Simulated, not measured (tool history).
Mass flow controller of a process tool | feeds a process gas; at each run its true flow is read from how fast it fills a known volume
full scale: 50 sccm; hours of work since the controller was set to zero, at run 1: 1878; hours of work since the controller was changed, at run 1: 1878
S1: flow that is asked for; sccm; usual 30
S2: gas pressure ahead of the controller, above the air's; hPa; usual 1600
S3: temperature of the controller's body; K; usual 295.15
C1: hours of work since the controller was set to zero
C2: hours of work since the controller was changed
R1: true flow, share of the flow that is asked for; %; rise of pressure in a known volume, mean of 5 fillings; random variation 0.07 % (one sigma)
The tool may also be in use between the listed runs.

| run | hour | S1 | S2 | S3 | C1 | C2 | R1 |
|---|---|---|---|---|---|---|---|
| 1 | 0.0 | 30 | 1600 | 295.15 | 1878 | 1878 | 100.75 |
| 2 | 124.1 | 30 | 1600 | 295.15 | 1930 | 1930 | 100.68 |
| 3 | 326.0 | 6 | 1600 | 295.15 | 2014 | 2014 | 102.92 |
| 4 | 426.6 | 6 | 1600 | 295.15 | 2056 | 2056 | 103.10 |
| 5 | 597.0 | 6 | 1600 | 295.15 | 2127 | 2127 | 103.12 |
| 6 | 791.8 | 6 | 1600 | 295.15 | 2209 | 2209 | 103.44 |
| 7 | 972.7 | 6 | 1600 | 295.15 | 2284 | 2284 | 103.64 |
|  | 986.6 | controller's zero set anew |
| 8 | 1177.3 | 6 | 1600 | 295.15 | 80 | 2369 | 106.59 |
| 9 | 1338.8 | 6 | 1600 | 295.15 | 147 | 2437 | 106.72 |
| 10 | 1445.5 | 6 | 1600 | 295.15 | 191 | 2481 | 106.86 |
| 11 | 1540.4 | 6 | 1600 | 295.15 | 231 | 2521 | 106.89 |
| 12 | 1713.4 | 6 | 1600 | 295.15 | 303 | 2593 | 107.19 |
|  | 1727.4 | controller's zero set anew, once more |
| 13 | 1893.1 | 6 | 1600 | 295.15 | 69 | 2668 | 99.12 |
| 14 | 1981.9 | 10 | 1520 | 302.15 | 106 | 2705 | 98.84 |
| 15 | 2183.7 | 10 | 1520 | 302.15 | 190 | 2789 | 98.84 |
| 16 | 2277.0 | 10 | 1600 | 308.15 | 229 | 2828 | 98.44 |
| 17 | 2378.1 | 10 | 1610 | 308.15 | 271 | 2870 | 98.55 |
| 18 | 2528.1 | 7 | 1600 | 295.15 | 334 | 2933 | 99.76 |
| 19 | 2619.1 | 41 | 1850 | 300.15 | 372 | 2971 | 100.59 |
| 20 | 2753.6 | 5 | 2170 | 295.15 | 428 | 3027 | 99.99 |
| 21 | 2891.9 | 19 | 2260 | 297.15 | 486 | 3084 | 99.75 |
| 22 | 3061.0 | 10 | 2160 | 293.15 | 556 | 3155 | 100.03 |
| 23 | 3194.5 | 15 | 2450 | 311.15 | 612 | 3211 | 98.54 |
| 24 | 3387.5 | 15 | 2450 | 311.15 | 693 | 3291 | 98.59 |
| 25 | 3516.1 | 37 | 2450 | 302.15 | 746 | 3345 | 100.18 |

The same runs without the tool's hidden state, with the same run-to-run variation:
The hidden state here: flow at rest that the sensor doesn't see, % of full scale; true flow over the shown one, %; drift of the gauge itself on true_pct, %.
| run | R1 |
|---|---|
| 1 | 99.34 |
| 2 | 99.24 |
| 3 | 98.05 |
| 4 | 98.13 |
| 5 | 97.99 |
| 6 | 98.12 |
| 7 | 98.13 |
| 8 | 98.10 |
| 9 | 98.07 |
| 10 | 98.09 |
| 11 | 98.04 |
| 12 | 98.14 |
| 13 | 98.05 |
| 14 | 97.80 |
| 15 | 97.67 |
| 16 | 97.21 |
| 17 | 97.24 |
| 18 | 98.14 |
| 19 | 99.53 |
| 20 | 97.80 |
| 21 | 98.42 |
| 22 | 98.26 |
| 23 | 96.97 |
| 24 | 96.93 |
| 25 | 98.87 |
